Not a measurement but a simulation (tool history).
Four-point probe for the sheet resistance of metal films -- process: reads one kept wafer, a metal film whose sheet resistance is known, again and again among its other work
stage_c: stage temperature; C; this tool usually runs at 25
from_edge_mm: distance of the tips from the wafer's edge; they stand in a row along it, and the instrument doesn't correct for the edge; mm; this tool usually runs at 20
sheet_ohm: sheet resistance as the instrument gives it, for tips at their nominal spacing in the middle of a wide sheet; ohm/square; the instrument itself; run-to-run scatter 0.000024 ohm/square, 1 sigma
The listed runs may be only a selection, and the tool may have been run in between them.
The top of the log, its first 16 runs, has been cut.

run,day,stage_c,from_edge_mm,sheet_ohm
17,34.375,25,49,0.119335
18,35.775,25,49,0.119336
19,37.900,25,49,0.119322
20,39.246,25,49,0.119320
21,41.646,25,49,0.119250
22,43.092,25,49,0.119240
23,44.479,26,27,0.119374
24,46.875,33,4,0.125798
25,49.229,25,3,0.129526
26,51.850,25,3,0.129443
27,54.246,25,3,0.129438
28,57.021,26,41,0.119103
29,58.825,34,14,0.120106
30,60.504,34,14,0.120060
31,62.379,25,75,0.118978
32,64.792,32,20,0.119613
33,67.750,23,42,0.118799
34,70.458,23,42,0.118812
35,72.171,25,39,0.118892
36,74.583,27,4,0.125031
37,76.650,27,4,0.124999

Forecast run 38:
38,78.542,21,8,?

sheet_ohm: 0.120106 ohm/square
Without the tool's hidden state the same run would have given sheet_ohm 0.121473 ohm/square.
